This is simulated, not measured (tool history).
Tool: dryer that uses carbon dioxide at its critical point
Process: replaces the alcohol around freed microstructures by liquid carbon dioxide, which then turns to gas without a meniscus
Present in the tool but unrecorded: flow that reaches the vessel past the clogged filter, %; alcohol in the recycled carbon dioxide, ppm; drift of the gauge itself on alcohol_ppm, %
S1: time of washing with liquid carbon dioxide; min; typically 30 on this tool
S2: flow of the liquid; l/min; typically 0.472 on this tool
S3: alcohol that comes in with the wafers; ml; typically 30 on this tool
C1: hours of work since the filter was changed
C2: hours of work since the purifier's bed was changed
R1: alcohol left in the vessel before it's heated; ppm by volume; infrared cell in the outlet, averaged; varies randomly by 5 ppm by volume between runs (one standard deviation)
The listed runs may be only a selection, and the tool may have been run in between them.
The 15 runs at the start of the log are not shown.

| run | hour | S1 | S2 | S3 | C1 | C2 | R1 |
|---|---|---|---|---|---|---|---|
| 16 | 126.2 | 29 | 0.472 | 30 | 416 | 325 | 133 |
| 17 | 135 | 30 | 0.472 | 100 | 422 | 331 | 216 |
| 18 | 145.5 | 30 | 0.472 | 30 | 430 | 338 | 133 |
| 19 | 156.9 | 30 | 0.472 | 30 | 438 | 347 | 132 |
| 20 | 167.3 | 30 | 0.472 | 30 | 445 | 354 | 139 |
| 21 | 173.3 | 30 | 0.472 | 30 | 449 | 358 | 143 |
| 22 | 181.2 | 30 | 0.472 | 30 | 455 | 364 | 152 |
| 23 | 193 | 30 | 0.472 | 30 | 463 | 372 | 147 |
|  | 202.6 | inlet filter changed |
| 24 | 205 | 30 | 0.472 | 89 | 2 | 380 | 150 |
| 25 | 216.1 | 30 | 0.472 | 89 | 10 | 388 | 148 |
| 26 | 223.9 | 30 | 0.472 | 89 | 15 | 394 | 150 |
| 27 | 229.8 | 30 | 0.472 | 89 | 19 | 398 | 150 |
| 28 | 240 | 30 | 0.472 | 89 | 27 | 405 | 163 |
| 29 | 250.5 | 30 | 0.472 | 21 | 34 | 413 | 123 |
| 30 | 259.4 | 45 | 0.349 | 30 | 41 | 419 | 119 |
| 31 | 266.8 | 45 | 0.349 | 30 | 46 | 424 | 123 |
| 32 | 273.6 | 32 | 0.668 | 36 | 51 | 429 | 117 |
| 33 | 281.8 | 32 | 0.668 | 36 | 57 | 435 | 122 |
| 34 | 293.7 | 32 | 0.668 | 36 | 65 | 444 | 115 |
| 35 | 298.7 | 48 | 0.312 | 30 | 69 | 447 | 137 |
| 36 | 309 | 26 | 0.312 | 30 | 76 | 454 | 455 |
| 37 | 318.8 | 24 | 0.528 | 63 | 83 | 461 | 194 |

Run 38 is up next; what results do you expect?
| 38 | 326 | 30 | 0.536 | 104 | 88 | 467 | ? |

R1: 152 ppm by volume
With no hidden state in the tool, this same run would have given R1 23 ppm by volume.
